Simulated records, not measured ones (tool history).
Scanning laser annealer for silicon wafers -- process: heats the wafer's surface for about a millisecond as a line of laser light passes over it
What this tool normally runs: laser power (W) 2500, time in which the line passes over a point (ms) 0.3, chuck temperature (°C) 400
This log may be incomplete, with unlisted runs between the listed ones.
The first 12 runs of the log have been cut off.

run,hour,laser power (W),time in which the line passes over a point (ms),chuck temperature (°C),highest temperature of the surface (°C)
13,117.9,2500,0.3,389,1151
14,128.7,2500,0.3,437,1203
15,136,2500,0.3,437,1197
16,147.8,2500,0.3,437,1198
17,153.2,2500,0.275,400,1127
18,162.4,2500,0.275,400,1131
19,171.8,2500,0.275,400,1128
20,179,2500,0.275,400,1130
21,184.6,2500,0.3,431,1191
22,192.9,2731,0.308,386,1233
23,203.7,2500,0.258,400,1105
24,212.4,2299,0.3,424,1115
25,222.9,2734,0.3,374,1207

Predict the results of run 26:
26,230.2,2500,0.249,366,?

Run 26 gave highest temperature of the surface (°C) 1059.
On a tool with no hidden condition, and with the same random variation, this run would have come out at highest temperature of the surface (°C) 1075.
